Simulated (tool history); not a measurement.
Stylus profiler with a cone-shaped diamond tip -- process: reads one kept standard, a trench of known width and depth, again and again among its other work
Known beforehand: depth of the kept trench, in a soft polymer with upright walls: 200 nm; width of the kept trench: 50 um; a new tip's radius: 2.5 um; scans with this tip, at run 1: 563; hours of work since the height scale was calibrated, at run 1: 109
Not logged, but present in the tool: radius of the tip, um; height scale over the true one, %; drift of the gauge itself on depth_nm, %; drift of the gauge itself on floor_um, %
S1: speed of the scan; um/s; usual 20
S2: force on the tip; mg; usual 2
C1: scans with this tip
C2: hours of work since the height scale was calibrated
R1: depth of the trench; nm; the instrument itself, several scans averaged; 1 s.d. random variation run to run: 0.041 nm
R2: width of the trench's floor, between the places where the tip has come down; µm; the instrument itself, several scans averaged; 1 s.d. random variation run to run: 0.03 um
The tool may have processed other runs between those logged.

Run 1, day 0: usual settings; C1 563; C2 109. Result: R1 201.38 nm, R2 47.86 µm.
Run 2, day 1.696: usual settings but S2 2.91 mg; C1 656; C2 127. Result: R1 201.78 nm, R2 47.87 µm.
Run 3, day 3.421: usual settings; C1 752; C2 146. Result: R1 201.47 nm, R2 47.88 µm.
Run 4, day 4.688: usual settings but S1 19 um/s; C1 821; C2 159. Result: R1 201.38 nm, R2 47.88 µm.
Run 5, day 5.512: usual settings but S1 19 um/s; C1 867; C2 168. Result: R1 201.39 nm, R2 47.92 µm.
Run 6, day 6.462: usual settings; C1 919; C2 178. Result: R1 201.51 nm, R2 47.87 µm.
Run 7, day 7.833: usual settings; C1 995; C2 193. Result: R1 201.41 nm, R2 47.86 µm.
Run 8, day 8.917: usual settings but S2 0.69 mg; C1 1055; C2 205. Result: R1 200.78 nm, R2 47.82 µm.
Run 9, day 10.042: usual settings but S2 0.69 mg; C1 1117; C2 217. Result: R1 200.79 nm, R2 47.78 µm.
Run 10, day 11.617: usual settings but S2 1.99 mg; C1 1204; C2 234. Result: R1 201.41 nm, R2 47.89 µm.
Run 11, day 12.588: usual settings but S2 1.99 mg; C1 1257; C2 244. Result: R1 201.47 nm, R2 47.91 µm.
Run 12, day 13.3: usual settings but S1 44 um/s; C1 1296; C2 252. Result: R1 201.51 nm, R2 47.81 µm.
At day 13.442: height scale calibrated on a step standard.
Run 13, day 14.733: usual settings but S1 44 um/s; C1 1374; C2 14. Result: R1 201.52 nm, R2 47.78 µm.
Run 14, day 15.608: usual settings but S2 2.41 mg; C1 1423; C2 23. Result: R1 201.65 nm, R2 47.87 µm.
Run 15, day 17.262: usual settings but S2 2.41 mg; C1 1514; C2 41. Result: R1 201.73 nm, R2 47.88 µm.
Run 16, day 18.612: usual settings but S1 18 um/s, S2 2.41 mg; C1 1588; C2 55. Result: R1 201.73 nm, R2 47.82 µm.
Run 17, day 19.779: usual settings but S1 18 um/s, S2 2.41 mg; C1 1653; C2 68. Result: R1 201.78 nm, R2 47.87 µm.
At day 20.517: height scale calibrated on a step standard, once more.
Run 18, day 21.425: usual settings but S1 18 um/s, S2 2.41 mg; C1 1742; C2 10. Result: R1 201.58 nm, R2 47.86 µm.
Run 19, day 22.962: usual settings but S1 14 um/s, S2 0.87 mg; C1 1827; C2 26. Result: R1 200.82 nm, R2 47.78 µm.
Run 20, day 23.725: usual settings but S1 39 um/s, S2 3.01 mg; C1 1869; C2 34. Result: R1 201.76 nm, R2 47.82 µm.
Run 21, day 25.417: usual settings but S1 53 um/s, S2 1.37 mg; C1 1962; C2 52. Result: R1 201.1 nm, R2 47.67 µm.
Run 22, day 26.733: usual settings but S1 53 um/s, S2 1.37 mg; C1 2035; C2 67. Result: R1 201.06 nm, R2 47.68 µm.
Run 23, day 28.454: usual settings but S1 43 um/s, S2 0.78 mg; C1 2130; C2 85. Result: R1 200.76 nm, R2 47.65 µm.
Run 24, day 29.842: usual settings but S1 18 um/s, S2 2.65 mg; C1 2206; C2 100. Result: R1 201.68 nm, R2 47.81 µm.
Run 25, day 31.421: usual settings but S1 18 um/s, S2 2.65 mg; C1 2293; C2 117. Result: R1 201.66 nm, R2 47.83 µm.
Run 26, day 32.258: usual settings but S1 41 um/s, S2 2.57 mg; C1 2340; C2 126. Result: R1 201.66 nm, R2 47.74 µm.
Run 27, day 33.146: usual settings but S1 41 um/s, S2 2.57 mg; C1 2389; C2 135. Result: R1 201.63 nm, R2 47.76 µm.
Run 28, day 34.629: usual settings but S1 41 um/s, S2 2.57 mg; C1 2470; C2 151. Result: R1 201.79 nm, R2 47.75 µm.
Run 29, day 35.842: usual settings but S1 6 um/s, S2 5.06 mg; C1 2537; C2 164. Result: R1 202.6 nm, R2 47.87 µm.
Run 30, day 37.483: usual settings but S1 6 um/s, S2 5.06 mg; C1 2628; C2 182. Result: R1 202.51 nm, R2 47.84 µm.
Run 31, day 38.4: usual settings but S1 14 um/s, S2 1.28 mg; C1 2678; C2 192. Result: R1 201.13 nm, R2 47.81 µm.
Run 32, day 39.579: usual settings but S1 7 um/s, S2 3.68 mg; C1 2743; C2 204. Result: R1 202.19 nm, R2 47.79 µm.
Run 33, day 41.308: usual settings but S1 13 um/s, S2 2.28 mg; C1 2839; C2 223. Result: R1 201.68 nm, R2 47.81 µm.
Run 34, day 42.371: usual settings but S1 7 um/s, S2 2.28 mg; C1 2897; C2 234. Result: R1 201.65 nm, R2 47.78 µm.
Run 35, day 43.262: usual settings but S1 40 um/s, S2 0.69 mg; C1 2947; C2 244. Result: R1 200.76 nm, R2 47.62 µm.
Run 36, day 44.742: usual settings but S1 40 um/s, S2 2.98 mg; C1 3028; C2 259. Result: R1 201.87 nm, R2 47.68 µm.

Alternative continuations, all from the tool just after run 36; predict every row:
Run A, day 46.292: usual settings but S1 39 um/s, S2 1.14 mg; C1 3113; C2 276. Result: R1 ?, R2 ?.
Run B, day 46.292: usual settings but S2 4.13 mg; C1 3113; C2 276. Result: R1 ?, R2 ?.
Run C, day 46.292: usual settings but S1 40 um/s, S2 3.66 mg; C1 3113; C2 276. Result: R1 ?, R2 ?.

run      R1     R2
  A  201.13  47.65
  B  202.32  47.77
  C  202.12   47.7
The same runs, with their run-to-run variation unchanged, on a tool lacking any hidden condition would have given:
run      R1     R2
  A  200.93  47.87
  B  202.12  47.99
  C  201.92  47.92
